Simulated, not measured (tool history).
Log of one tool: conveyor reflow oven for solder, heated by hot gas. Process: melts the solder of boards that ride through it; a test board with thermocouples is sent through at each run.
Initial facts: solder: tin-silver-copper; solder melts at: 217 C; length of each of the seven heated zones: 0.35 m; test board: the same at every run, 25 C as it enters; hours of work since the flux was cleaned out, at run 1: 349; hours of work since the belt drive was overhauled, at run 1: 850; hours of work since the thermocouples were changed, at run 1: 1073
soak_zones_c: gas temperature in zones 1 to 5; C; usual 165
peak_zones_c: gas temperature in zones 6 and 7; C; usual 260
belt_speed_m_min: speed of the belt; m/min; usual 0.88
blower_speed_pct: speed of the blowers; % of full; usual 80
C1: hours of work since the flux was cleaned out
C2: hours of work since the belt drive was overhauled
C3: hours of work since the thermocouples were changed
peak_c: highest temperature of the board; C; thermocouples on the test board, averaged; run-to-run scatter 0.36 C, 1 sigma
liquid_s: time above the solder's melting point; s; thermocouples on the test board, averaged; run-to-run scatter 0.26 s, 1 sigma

{"run": 1, "day": 0.0, "soak_zones_c": 165, "peak_zones_c": 260, "belt_speed_m_min": 0.88, "blower_speed_pct": 80, "C1": 349, "C2": 850, "C3": 1073, "peak_c": 245.1, "liquid_s": 31.4}
{"run": 2, "day": 1.562, "soak_zones_c": 165, "peak_zones_c": 260, "belt_speed_m_min": 0.88, "blower_speed_pct": 80, "C1": 366, "C2": 867, "C3": 1090, "peak_c": 246.4, "liquid_s": 31}
{"run": 3, "day": 3.371, "soak_zones_c": 165, "peak_zones_c": 260, "belt_speed_m_min": 0.88, "blower_speed_pct": 80, "C1": 386, "C2": 887, "C3": 1110, "peak_c": 245.5, "liquid_s": 31.2}
{"run": 4, "day": 6.154, "soak_zones_c": 165, "peak_zones_c": 260, "belt_speed_m_min": 0.88, "blower_speed_pct": 80, "C1": 417, "C2": 918, "C3": 1141, "peak_c": 245.8, "liquid_s": 31.3}
{"run": 5, "day": 9.154, "soak_zones_c": 165, "peak_zones_c": 260, "belt_speed_m_min": 0.88, "blower_speed_pct": 80, "C1": 450, "C2": 951, "C3": 1174, "peak_c": 245.4, "liquid_s": 31}
{"run": 6, "day": 11.75, "soak_zones_c": 165, "peak_zones_c": 260, "belt_speed_m_min": 0.88, "blower_speed_pct": 80, "C1": 478, "C2": 980, "C3": 1202, "peak_c": 245.6, "liquid_s": 31.1}
{"day": 12.738, "done": "flux residue cleaned out of gas plates and filters"}
{"run": 7, "day": 13.546, "soak_zones_c": 166, "peak_zones_c": 262, "belt_speed_m_min": 0.88, "blower_speed_pct": 80, "C1": 9, "C2": 997, "C3": 1220, "peak_c": 248, "liquid_s": 32.1}
{"run": 8, "day": 14.962, "soak_zones_c": 166, "peak_zones_c": 262, "belt_speed_m_min": 0.88, "blower_speed_pct": 80, "C1": 25, "C2": 1013, "C3": 1235, "peak_c": 247.9, "liquid_s": 32.3}
{"run": 9, "day": 17.379, "soak_zones_c": 166, "peak_zones_c": 262, "belt_speed_m_min": 0.884, "blower_speed_pct": 80, "C1": 51, "C2": 1040, "C3": 1262, "peak_c": 247.4, "liquid_s": 32.7}
{"run": 10, "day": 18.708, "soak_zones_c": 172, "peak_zones_c": 262, "belt_speed_m_min": 0.885, "blower_speed_pct": 57, "C1": 66, "C2": 1054, "C3": 1277, "peak_c": 244.3, "liquid_s": 30.9}
{"run": 11, "day": 21.762, "soak_zones_c": 172, "peak_zones_c": 262, "belt_speed_m_min": 0.748, "blower_speed_pct": 57, "C1": 100, "C2": 1088, "C3": 1311, "peak_c": 249.4, "liquid_s": 40.9}
{"day": 22.021, "done": "thermocouples of zones 6 and 7 changed"}
{"run": 12, "day": 23.554, "soak_zones_c": 165, "peak_zones_c": 268, "belt_speed_m_min": 0.88, "blower_speed_pct": 51, "C1": 118, "C2": 1107, "C3": 17, "peak_c": 246.8, "liquid_s": 31}

How the hidden state differs across the entries between the runs, from the last listed run before each to the first after it:
From run 6 to run 7: flux residue cleaned out of gas plates and filters (day 12.738)
  heat that the gas passes to the board, % of a clean oven's: 99.7 -> 100
From run 11 to run 12: thermocouples of zones 6 and 7 changed (day 22.021)
  true gas temperature in zones 6 and 7 over the reading, C: -0.05 -> 0
